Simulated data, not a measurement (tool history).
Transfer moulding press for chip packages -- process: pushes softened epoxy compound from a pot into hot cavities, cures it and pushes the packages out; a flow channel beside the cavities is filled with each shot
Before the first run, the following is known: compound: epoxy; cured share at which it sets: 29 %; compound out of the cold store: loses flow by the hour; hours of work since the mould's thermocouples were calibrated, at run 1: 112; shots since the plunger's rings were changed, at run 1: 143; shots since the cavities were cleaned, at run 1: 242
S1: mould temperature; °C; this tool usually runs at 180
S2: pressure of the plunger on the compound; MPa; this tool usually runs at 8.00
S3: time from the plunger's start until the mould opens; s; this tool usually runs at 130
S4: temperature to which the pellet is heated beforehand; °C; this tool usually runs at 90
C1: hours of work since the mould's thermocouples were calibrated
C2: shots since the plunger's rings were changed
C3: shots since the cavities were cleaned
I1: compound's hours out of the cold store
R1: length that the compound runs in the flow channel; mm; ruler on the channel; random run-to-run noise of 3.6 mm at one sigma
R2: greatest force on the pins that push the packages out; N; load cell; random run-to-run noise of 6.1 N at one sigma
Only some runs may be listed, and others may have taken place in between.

run 1 day=0.000 | S1=180 S2=8.00 S3=130 S4=90 | C1=112 C2=143 C3=242 | I1=44.9 | R1=696 R2=318
run 2 day=0.233 | S1=180 S2=9.95 S3=130 S4=90 | C1=116 C2=197 C3=296 | I1=11.2 | R1=863 R2=334
run 3 day=0.504 | S1=180 S2=9.95 S3=130 S4=90 | C1=120 C2=261 C3=360 | I1=22.2 | R1=835 R2=351
run 4 day=0.817 | S1=180 S2=8.00 S3=128 S4=90 | C1=126 C2=334 C3=433 | I1=36.2 | R1=717 R2=371
run 5 day=1.021 | S1=180 S2=8.00 S3=128 S4=90 | C1=129 C2=382 C3=481 | I1=32.8 | R1=715 R2=373
-- day=1.279 cavities cleaned with cleaning compound and waxed
run 6 day=1.471 | S1=180 S2=8.00 S3=118 S4=90 | C1=136 C2=472 C3=45 | I1=30.5 | R1=722 R2=274
run 7 day=1.796 | S1=174 S2=7.81 S3=113 S4=87 | C1=141 C2=549 C3=122 | I1=32.6 | R1=727 R2=527
run 8 day=2.075 | S1=183 S2=6.22 S3=135 S4=90 | C1=146 C2=613 C3=186 | I1=22.3 | R1=647 R2=275
run 9 day=2.242 | S1=180 S2=7.36 S3=133 S4=82 | C1=149 C2=652 C3=225 | I1=36.8 | R1=673 R2=301
run 10 day=2.629 | S1=180 S2=7.36 S3=133 S4=82 | C1=156 C2=743 C3=316 | I1=22.8 | R1=716 R2=315
run 11 day=2.950 | S1=184 S2=8.00 S3=130 S4=96 | C1=161 C2=818 C3=391 | I1=18.4 | R1=737 R2=309

Predict each of these 5 candidate next runs independently; none follows another, all start after run 11:
run A day=3.304 | S1=180 S2=8.56 S3=137 S4=90 | C1=167 C2=901 C3=474 | I1=21.8 | R1=? R2=?
run B day=3.304 | S1=180 S2=8.00 S3=111 S4=84 | C1=167 C2=901 C3=474 | I1=29.9 | R1=? R2=?
run C day=3.304 | S1=187 S2=8.00 S3=146 S4=83 | C1=167 C2=901 C3=474 | I1=18.2 | R1=? R2=?
run D day=3.304 | S1=185 S2=8.00 S3=130 S4=90 | C1=167 C2=901 C3=474 | I1=18.9 | R1=? R2=?
run E day=3.304 | S1=183 S2=8.00 S3=120 S4=96 | C1=167 C2=901 C3=474 | I1=24.6 | R1=? R2=?

run=A R1=766 R2=358
run=B R1=720 R2=449
run=C R1=722 R2=326
run=D R1=729 R2=334
run=E R1=720 R2=364
Without the tool's hidden state the same runs would have given:
run=A R1=780 R2=229
run=B R1=734 R2=287
run=C R1=736 R2=207
run=D R1=743 R2=212
run=E R1=733 R2=230
